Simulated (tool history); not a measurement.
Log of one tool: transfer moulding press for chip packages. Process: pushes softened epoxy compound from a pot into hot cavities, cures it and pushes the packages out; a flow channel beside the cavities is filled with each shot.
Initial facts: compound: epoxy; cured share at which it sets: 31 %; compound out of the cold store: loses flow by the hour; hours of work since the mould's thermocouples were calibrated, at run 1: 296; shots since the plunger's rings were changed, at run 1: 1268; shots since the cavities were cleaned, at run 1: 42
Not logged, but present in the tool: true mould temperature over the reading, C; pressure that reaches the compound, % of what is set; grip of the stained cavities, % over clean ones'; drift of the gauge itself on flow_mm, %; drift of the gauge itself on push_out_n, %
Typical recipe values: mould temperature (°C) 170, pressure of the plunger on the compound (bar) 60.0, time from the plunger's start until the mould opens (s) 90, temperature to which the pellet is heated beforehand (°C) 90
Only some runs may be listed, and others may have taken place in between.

run,hour,mould temperature (°C),pressure of the plunger on the compound (bar),time from the plunger's start until the mould opens (s),temperature to which the pellet is heated beforehand (°C),hours of work since the mould's thermocouples were calibrated,shots since the plunger's rings were changed,shots since the cavities were cleaned,incoming compound's hours out of the cold store,length that the compound runs in the flow channel (mm),greatest force on the pins that push the packages out (N)
1,0.0,170,60.0,90,90,296,1268,42,8.4,940,515
2,12.0,170,60.0,90,90,301,1357,131,32.3,829,573
3,27.9,170,60.0,90,90,307,1475,249,40.0,819,654
4,44.2,170,60.0,90,90,314,1596,370,29.7,840,715
5,52.2,170,60.0,75,90,317,1656,430,45.1,776,978
6,61.7,170,60.0,90,90,321,1726,500,9.7,922,790
# hour 71.4: cavities cleaned with cleaning compound and waxed
7,75.3,170,60.0,78,90,326,1816,29,32.2,847,607
8,84.4,170,60.0,78,90,330,1884,97,47.4,778,647
9,100.9,170,60.0,90,90,336,2007,220,13.5,903,651
# hour 104.0: mould's thermocouples calibrated
10,117.5,170,66.4,90,90,5,2115,328,27.9,886,707
11,133.6,170,66.4,90,90,12,2235,448,24.9,884,782
# hour 150.3: mould's thermocouples calibrated, once more
# hour 151.8: cavities cleaned with cleaning compound and waxed
12,155.4,170,60.0,90,90,1,2371,27,32.6,812,457
13,164.3,170,59.8,90,90,5,2437,93,23.8,837,560
14,177.1,170,58.7,90,86,10,2532,188,33.7,804,661
15,194.5,175,61.6,124,90,17,2661,317,33.6,798,566
16,206.1,162,60.0,90,90,22,2748,404,47.4,778,1171
17,217.4,169,60.0,120,90,27,2831,487,42.5,785,668
# hour 228.6: cavities cleaned with cleaning compound and waxed
18,234.1,178,60.0,90,90,33,2944,41,31.9,783,412
19,247.2,178,60.0,90,90,38,3042,139,14.0,855,479
20,255.9,178,45.5,107,90,41,3107,204,30.6,687,519
21,263.6,178,45.5,107,90,45,3164,261,30.6,681,547
22,274.4,170,60.0,106,90,49,3244,341,18.8,870,628
23,289.9,170,60.0,106,90,55,3360,457,12.8,882,666
# hour 304.8: cavities cleaned with cleaning compound and waxed
24,308.9,170,70.0,106,89,62,3489,30,23.1,902,405
25,323.0,170,70.7,90,90,68,3594,135,24.5,899,569

Results per run with the tool's hidden condition removed, run-to-run variation unchanged:
run,length that the compound runs in the flow channel (mm),greatest force on the pins that push the packages out (N)
1,963,463
2,851,430
3,842,431
4,866,426
5,800,582
6,952,450
7,876,570
8,806,523
9,938,440
10,923,442
11,923,459
12,846,421
13,873,445
14,840,460
15,837,342
16,817,695
17,825,369
18,825,364
19,902,348
20,725,344
21,720,342
22,921,376
23,936,375
24,960,362
25,959,419
